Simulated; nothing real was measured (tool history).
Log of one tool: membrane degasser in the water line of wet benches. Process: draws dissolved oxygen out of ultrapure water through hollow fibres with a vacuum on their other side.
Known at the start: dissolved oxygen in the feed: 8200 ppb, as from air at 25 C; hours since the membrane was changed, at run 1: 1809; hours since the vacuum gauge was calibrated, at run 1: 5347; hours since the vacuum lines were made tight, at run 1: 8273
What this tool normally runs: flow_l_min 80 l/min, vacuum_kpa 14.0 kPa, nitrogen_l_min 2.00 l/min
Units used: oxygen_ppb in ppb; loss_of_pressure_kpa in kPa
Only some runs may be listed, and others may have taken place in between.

run	hour	flow_l_min	vacuum_kpa	nitrogen_l_min	hours since the membrane was changed	hours since the vacuum gauge was calibrated	hours since the vacuum lines were made tight	oxygen_ppb	loss_of_pressure_kpa
1	0.0	80	14.0	2.00	1809	5347	8273	820.0	33.52
2	51.8	80	9.8	2.00	1861	5399	8325	522.9	33.65
3	99.6	80	14.0	2.00	1909	5447	8373	824.4	33.39
4	132.2	80	14.0	2.00	1942	5479	8406	825.1	33.37
5	178.3	80	14.0	2.00	1988	5525	8452	820.0	33.67
6	204.2	80	14.0	2.00	2014	5551	8478	819.6	33.71
7	243.2	80	14.0	2.00	2053	5590	8517	818.1	33.62
8	266.8	105	14.0	2.00	2076	5614	8540	1001.7	43.96
9	321.3	112	14.0	2.00	2131	5668	8595	1041.0	46.72
10	346.3	80	14.0	2.00	2156	5693	8620	816.2	33.57
11	370.2	80	14.0	2.00	2180	5717	8644	815.8	33.56
12	410.9	80	14.0	2.00	2220	5758	8684	828.6	33.33
13	463.0	80	14.0	2.00	2272	5810	8736	812.4	33.82
14	514.5	80	14.0	1.19	2324	5862	8788	1169.1	33.55
15	541.1	80	14.0	1.19	2351	5888	8815	1168.5	33.54
# hour 544.9: vacuum gauge calibrated
16	594.4	80	14.0	2.00	2403	49	8867	825.4	33.28
# hour 629.5: vacuum gauge calibrated, once more
17	636.6	80	14.0	1.36	2445	7	8909	1057.7	33.64
18	683.1	80	30.2	1.36	2492	54	8955	2300.1	33.68
19	731.8	80	30.2	1.36	2540	102	9004	2261.8	33.55
20	777.8	100	26.6	5.89	2586	148	9050	833.2	42.20
21	827.3	80	23.2	3.50	2636	198	9100	915.1	33.48
22	869.6	80	12.1	5.18	2678	240	9142	312.6	33.23
23	914.9	80	12.1	5.18	2723	285	9187	316.9	33.74
24	968.4	80	14.0	5.74	2777	339	9241	345.6	33.24
25	1006.1	80	14.0	5.74	2815	377	9278	346.9	33.41
26	1043.5	67	14.0	2.00	2852	414	9316	704.2	28.00
27	1092.6	80	14.4	1.23	2901	463	9365	1168.8	33.56
28	1146.9	52	14.4	2.35	2955	517	9419	523.8	21.64
29	1197.8	52	14.4	2.35	3006	568	9470	524.7	21.77
30	1242.8	59	26.2	1.61	3051	613	9515	1474.6	24.53
31	1273.3	55	12.0	3.15	3082	644	9546	338.6	22.92
32	1296.7	84	17.5	4.30	3105	667	9569	594.7	35.49

Branching from run 32: 4 alternative next runs. What would each branch give?
A	1343.0	62	17.5	0.91	3151	714	9615	?	?
B	1343.0	101	10.6	1.40	3151	714	9615	?	?
C	1343.0	59	29.2	2.00	3151	714	9615	?	?
D	1343.0	83	21.0	2.87	3151	714	9615	?	?

run	oxygen_ppb	loss_of_pressure_kpa
A	1485.1	26.42
B	872.0	42.13
C	1399.2	24.69
D	989.8	35.00
Stripped of hidden state, with their random variation kept, the same runs would have yielded:
run	oxygen_ppb	loss_of_pressure_kpa
A	1485.9	26.05
B	869.8	41.53
C	1392.8	24.34
D	985.4	34.50
